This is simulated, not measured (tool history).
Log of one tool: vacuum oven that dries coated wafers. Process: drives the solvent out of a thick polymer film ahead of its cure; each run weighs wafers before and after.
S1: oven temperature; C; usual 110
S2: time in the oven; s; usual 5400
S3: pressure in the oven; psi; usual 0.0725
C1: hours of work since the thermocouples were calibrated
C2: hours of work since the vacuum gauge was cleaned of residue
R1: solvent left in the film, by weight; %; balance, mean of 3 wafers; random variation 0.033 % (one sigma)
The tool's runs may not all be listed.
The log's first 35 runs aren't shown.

run 36 hour=890.5 | S1=96 S2=8220 S3=0.1743 | C1=386 C2=672 | R1=5.11
run 37 hour=907.8 | S1=110 S2=5400 S3=0.1671 | C1=396 C2=682 | R1=2.35
run 38 hour=924.0 | S1=110 S2=5400 S3=0.1360 | C1=406 C2=692 | R1=2.28
run 39 hour=958.3 | S1=117 S2=5400 S3=0.0637 | C1=426 C2=712 | R1=0.78
run 40 hour=980.9 | S1=117 S2=5400 S3=0.0637 | C1=440 C2=726 | R1=0.79
run 41 hour=1001.1 | S1=110 S2=5400 S3=0.1082 | C1=452 C2=738 | R1=2.18
run 42 hour=1016.1 | S1=110 S2=5400 S3=0.1082 | C1=461 C2=747 | R1=2.09
run 43 hour=1045.4 | S1=122 S2=4320 S3=0.1279 | C1=478 C2=764 | R1=0.84
run 44 hour=1065.5 | S1=102 S2=7980 S3=0.2187 | C1=490 C2=776 | R1=3.43
run 45 hour=1087.5 | S1=105 S2=2940 S3=0.2038 | C1=504 C2=789 | R1=6.89
run 46 hour=1102.6 | S1=105 S2=6300 S3=0.2606 | C1=513 C2=798 | R1=3.53

4 ways to go on from here, each from the tool as it stands after run 46. What would each give?
run A hour=1127.7 | S1=111 S2=3000 S3=0.0502 | C1=528 C2=813 | R1=?
run B hour=1127.7 | S1=110 S2=6960 S3=0.0821 | C1=528 C2=813 | R1=?
run C hour=1127.7 | S1=108 S2=6240 S3=0.2645 | C1=528 C2=813 | R1=?
run D hour=1127.7 | S1=116 S2=5400 S3=0.0725 | C1=528 C2=813 | R1=?

run=A R1=4.18
run=B R1=1.30
run=C R1=2.78
run=D R1=0.91
Without the tool's hidden state the same runs would have given:
run=A R1=4.28
run=B R1=1.21
run=C R1=2.76
run=D R1=0.83
